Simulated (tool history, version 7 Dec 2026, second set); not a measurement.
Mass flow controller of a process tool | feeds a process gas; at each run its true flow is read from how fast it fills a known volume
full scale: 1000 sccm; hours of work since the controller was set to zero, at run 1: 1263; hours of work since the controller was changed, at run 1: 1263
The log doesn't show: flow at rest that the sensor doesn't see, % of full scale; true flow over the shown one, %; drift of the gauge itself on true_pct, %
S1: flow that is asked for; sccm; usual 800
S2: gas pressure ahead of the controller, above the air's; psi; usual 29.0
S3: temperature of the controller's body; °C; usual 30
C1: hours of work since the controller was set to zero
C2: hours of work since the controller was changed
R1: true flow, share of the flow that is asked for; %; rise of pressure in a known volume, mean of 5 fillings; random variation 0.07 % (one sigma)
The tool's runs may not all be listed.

run    hour   S1    S2  S3    C1    C2     R1
  1     0.0  800  29.0  30  1263  1263  99.03
  2   149.5  800  31.3  30  1381  1381  98.95
  3   252.5  800  31.3  30  1462  1462  98.92
  4   376.1  800  31.3  30  1560  1560  98.96
  5   497.7  800  31.3  30  1656  1656  98.93
  6   635.2  800  31.3  30  1765  1765  98.90
  7   712.7  800  30.3  30  1826  1826  98.82
  8   822.1  800  32.8  30  1912  1912  98.79
  9   960.4  800  32.8  30  2022  2022  98.77
 10  1102.1  132  27.8  30  2134  2134  96.50
 11  1247.8  318  27.6  24  2249  2249  98.25
 12  1380.9  972  32.5  30  2354  2354  99.09

Run 13 comes next. What will it give?
 13  1498.0  403  30.0  30  2447  2447   ?

{"run 13": {"R1": 97.79}}
Without the tool's hidden state the same run would have given R1 98.28 %.
